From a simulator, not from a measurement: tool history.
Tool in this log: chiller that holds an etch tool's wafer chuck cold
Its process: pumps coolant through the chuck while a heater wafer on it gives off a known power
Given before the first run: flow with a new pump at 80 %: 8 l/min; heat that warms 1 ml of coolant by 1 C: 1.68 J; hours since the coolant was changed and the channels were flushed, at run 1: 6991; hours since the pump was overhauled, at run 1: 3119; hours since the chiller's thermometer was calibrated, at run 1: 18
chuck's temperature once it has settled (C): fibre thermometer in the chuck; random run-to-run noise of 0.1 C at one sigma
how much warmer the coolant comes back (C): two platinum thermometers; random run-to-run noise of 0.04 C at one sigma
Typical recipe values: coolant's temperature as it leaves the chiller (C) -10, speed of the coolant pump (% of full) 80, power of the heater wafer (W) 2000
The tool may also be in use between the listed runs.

| run | hour | coolant's temperature as it leaves the chiller (C) | speed of the coolant pump (% of full) | power of the heater wafer (W) | hours since the coolant was changed and the channels were flushed | hours since the pump was overhauled | hours since the chiller's thermometer was calibrated | chuck's temperature once it has settled (C) | how much warmer the coolant comes back (C) |
|---|---|---|---|---|---|---|---|---|---|
| 1 | 0 | -10 | 80 | 2000 | 6991 | 3119 | 18 | 8.4 | 8.86 |
| 2 | 129.7 | -10 | 80 | 2000 | 7120 | 3248 | 148 | 8.4 | 8.91 |
| 3 | 223.8 | -4 | 80 | 2000 | 7214 | 3343 | 242 | 14.5 | 8.89 |
| 4 | 318.3 | -4 | 80 | 2000 | 7309 | 3437 | 336 | 14.4 | 8.85 |
| 5 | 435.8 | -4 | 80 | 2000 | 7426 | 3555 | 454 | 14.4 | 8.85 |
| 6 | 519.9 | -4 | 80 | 1317 | 7511 | 3639 | 538 | 8.1 | 5.89 |
| 7 | 613.9 | -4 | 80 | 1317 | 7605 | 3733 | 632 | 8.3 | 5.88 |
| 8 | 686.8 | -10 | 80 | 2000 | 7677 | 3806 | 705 | 8.6 | 8.92 |
| 9 | 838.4 | -9 | 80 | 2000 | 7829 | 3957 | 856 | 9.3 | 8.93 |
| 10 | 911.5 | -9 | 80 | 2000 | 7902 | 4030 | 929 | 9.7 | 8.9 |
| 11 | 1028.8 | -9 | 80 | 2000 | 8019 | 4148 | 1047 | 9.4 | 9 |
| 12 | 1180.9 | -10 | 80 | 2000 | 8172 | 4300 | 1199 | 8.5 | 8.91 |
| 13 | 1257.2 | -10 | 80 | 2000 | 8248 | 4376 | 1275 | 8.5 | 8.92 |
| 14 | 1388.3 | -10 | 80 | 2000 | 8379 | 4507 | 1406 | 8.5 | 8.97 |
| 15 | 1535.3 | -4 | 80 | 2000 | 8526 | 4654 | 1553 | 14.4 | 8.95 |
| 16 | 1656.8 | -4 | 80 | 2000 | 8647 | 4776 | 1675 | 14.6 | 8.94 |
|  | 1673.7 | coolant changed, channels flushed |
| 17 | 1812.3 | -10 | 63 | 2761 | 139 | 4925 | 1824 | 20.5 | 16.11 |
| 18 | 1960.8 | -10 | 63 | 2761 | 287 | 5073 | 1973 | 20.5 | 16.1 |
| 19 | 2026 | -10 | 63 | 2761 | 352 | 5139 | 2038 | 20.4 | 16.02 |
| 20 | 2144.8 | -19 | 71 | 2761 | 471 | 5258 | 2157 | 8.9 | 14.02 |
| 21 | 2286.3 | -5 | 87 | 1337 | 613 | 5399 | 2298 | 6.4 | 5.45 |
| 22 | 2389.6 | -5 | 87 | 1337 | 716 | 5502 | 2402 | 6.6 | 5.41 |
| 23 | 2452.4 | -19 | 87 | 1493 | 779 | 5565 | 2464 | -6.3 | 6.07 |
| 24 | 2519.5 | -19 | 81 | 1493 | 846 | 5632 | 2532 | -5.6 | 6.58 |
| 25 | 2654.4 | -2 | 62 | 1334 | 981 | 5767 | 2666 | 13 | 7.97 |
| 26 | 2784.4 | -15 | 80 | 2000 | 1111 | 5897 | 2796 | 3.4 | 8.9 |
| 27 | 2908.5 | -10 | 88 | 1704 | 1235 | 6021 | 2920 | 4.3 | 6.82 |
| 28 | 2974.9 | -3 | 80 | 2711 | 1301 | 6088 | 2987 | 21.8 | 12.13 |
| 29 | 3040.5 | -10 | 80 | 1879 | 1367 | 6153 | 3052 | 7.2 | 8.41 |
| 30 | 3169.9 | -2 | 79 | 2302 | 1496 | 6283 | 3182 | 19.2 | 10.45 |
| 31 | 3248.6 | -8 | 72 | 2302 | 1575 | 6361 | 3261 | 14.9 | 11.56 |

Here are 3 independent what-if runs from the current tool condition. What would each one return?
| A | 3316.6 | -18 | 88 | 1679 | 1643 | 6429 | 3329 | ? | ? |
| B | 3316.6 | -4 | 70 | 2250 | 1643 | 6429 | 3329 | ? | ? |
| C | 3316.6 | -19 | 72 | 2170 | 1643 | 6429 | 3329 | ? | ? |

| run | chuck's temperature once it has settled (C) | how much warmer the coolant comes back (C) |
|---|---|---|
| A | -3.5 | 6.7 |
| B | 19 | 11.66 |
| C | 2.7 | 10.87 |
Without the tool's unlogged condition, the same runs would have read:
| run | chuck's temperature once it has settled (C) | how much warmer the coolant comes back (C) |
|---|---|---|
| A | -3.5 | 6.7 |
| B | 19 | 11.65 |
| C | 2.7 | 10.86 |
